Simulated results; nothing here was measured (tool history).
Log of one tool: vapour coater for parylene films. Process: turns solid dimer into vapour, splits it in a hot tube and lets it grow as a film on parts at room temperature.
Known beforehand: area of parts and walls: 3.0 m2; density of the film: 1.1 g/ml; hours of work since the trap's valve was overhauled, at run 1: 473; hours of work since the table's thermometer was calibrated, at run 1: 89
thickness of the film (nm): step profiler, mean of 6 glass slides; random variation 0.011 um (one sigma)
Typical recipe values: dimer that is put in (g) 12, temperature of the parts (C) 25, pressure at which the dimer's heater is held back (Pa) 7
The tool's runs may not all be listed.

| run | hour | dimer that is put in (g) | temperature of the parts (C) | pressure at which the dimer's heater is held back (Pa) | hours of work since the trap's valve was overhauled | hours of work since the table's thermometer was calibrated | thickness of the film (nm) |
|---|---|---|---|---|---|---|---|
| 1 | 0 | 12 | 25 | 7 | 473 | 89 | 2370 |
| 2 | 27.9 | 12 | 25 | 7 | 490 | 106 | 2380 |
| 3 | 61 | 12 | 25 | 7 | 510 | 126 | 2380 |
|  | 84.1 | trap's valve overhauled |
| 4 | 110 | 12 | 25 | 7 | 16 | 153 | 2460 |
| 5 | 145.9 | 7 | 25 | 7 | 37 | 174 | 1430 |
| 6 | 204.9 | 7 | 25 | 7 | 72 | 209 | 1440 |
| 7 | 229.1 | 12 | 25 | 7 | 87 | 224 | 2460 |
| 8 | 272.1 | 5 | 25 | 7 | 113 | 250 | 1010 |
| 9 | 297.9 | 5 | 25 | 7 | 128 | 265 | 1020 |
| 10 | 350.2 | 12 | 25 | 6.87 | 159 | 296 | 2410 |
| 11 | 401.2 | 12 | 25 | 4.96 | 190 | 327 | 2560 |
| 12 | 445.8 | 12 | 25 | 4.96 | 217 | 354 | 2540 |
| 13 | 486.9 | 12 | 25 | 4.96 | 241 | 378 | 2540 |
| 14 | 535.1 | 12 | 20 | 4.96 | 270 | 407 | 2880 |
| 15 | 566 | 12 | 25 | 7 | 289 | 426 | 2400 |
| 16 | 592.2 | 12 | 25 | 7 | 304 | 441 | 2410 |
| 17 | 641.4 | 12 | 25 | 7 | 334 | 471 | 2390 |
| 18 | 675.2 | 21 | 25 | 7 | 354 | 491 | 4150 |
| 19 | 715.5 | 21 | 25 | 7 | 378 | 515 | 4130 |
| 20 | 769 | 21 | 25 | 7 | 410 | 547 | 4140 |
| 21 | 814.5 | 9 | 25 | 7 | 438 | 575 | 1770 |
| 22 | 860.3 | 18 | 25 | 7 | 465 | 602 | 3510 |
| 23 | 884.9 | 9 | 25 | 7 | 480 | 617 | 1760 |
| 24 | 916 | 9 | 25 | 7 | 498 | 635 | 1750 |
|  | 957.9 | trap's valve overhauled |
| 25 | 969 | 9 | 25 | 2.21 | 7 | 665 | 2180 |
| 26 | 1002.8 | 12 | 23 | 4.68 | 27 | 685 | 2740 |
| 27 | 1050.5 | 9 | 20 | 2.26 | 55 | 714 | 2490 |
| 28 | 1094.9 | 15 | 23 | 2.29 | 82 | 740 | 3830 |
| 29 | 1134 | 7 | 35 | 3.45 | 105 | 764 | 1220 |
| 30 | 1193.3 | 7 | 17 | 11.06 | 141 | 799 | 1600 |
| 31 | 1227.6 | 7 | 21 | 6.19 | 162 | 820 | 1570 |
| 32 | 1269.1 | 10 | 30 | 7.93 | 186 | 845 | 1700 |
|  | 1304.7 | table's thermometer calibrated |
| 33 | 1305.7 | 10 | 30 | 7.93 | 208 | 1 | 1750 |
| 34 | 1365.4 | 10 | 30 | 7.93 | 244 | 36 | 1730 |
| 35 | 1418.6 | 10 | 30 | 7.93 | 275 | 68 | 1740 |
| 36 | 1474.2 | 10 | 30 | 7.93 | 309 | 101 | 1730 |
| 37 | 1531.4 | 11 | 19 | 7.93 | 343 | 136 | 2530 |
| 38 | 1579.8 | 15 | 23 | 9.81 | 372 | 165 | 2980 |
| 39 | 1621.1 | 22 | 19 | 2.02 | 397 | 190 | 6320 |
| 40 | 1668.8 | 9 | 28 | 2.36 | 425 | 218 | 1950 |
| 41 | 1714.3 | 13 | 24 | 3.59 | 453 | 245 | 2970 |
| 42 | 1760.6 | 13 | 24 | 3.59 | 480 | 273 | 2940 |
| 43 | 1813.9 | 19 | 33 | 3.59 | 512 | 305 | 3370 |
|  | 1832.8 | trap's valve overhauled |
| 44 | 1870.3 | 7 | 21 | 3.59 | 22 | 336 | 1770 |
| 45 | 1896.2 | 7 | 21 | 3.59 | 38 | 352 | 1770 |
| 46 | 1928.1 | 7 | 21 | 7.59 | 57 | 371 | 1560 |

Predict each of these 3 candidate next runs independently; none follows another, all start after run 46:
| A | 1987.1 | 10 | 28 | 5.13 | 92 | 406 | ? |
| B | 1987.1 | 7 | 21 | 5.5 | 92 | 406 | ? |
| C | 1987.1 | 18 | 21 | 5.94 | 92 | 406 | ? |

| run | thickness of the film (nm) |
|---|---|
| A | 1980 |
| B | 1620 |
| C | 4160 |
Stripped of hidden state, with their random variation kept, the same runs would have yielded:
| run | thickness of the film (nm) |
|---|---|
| A | 2040 |
| B | 1670 |
| C | 4280 |

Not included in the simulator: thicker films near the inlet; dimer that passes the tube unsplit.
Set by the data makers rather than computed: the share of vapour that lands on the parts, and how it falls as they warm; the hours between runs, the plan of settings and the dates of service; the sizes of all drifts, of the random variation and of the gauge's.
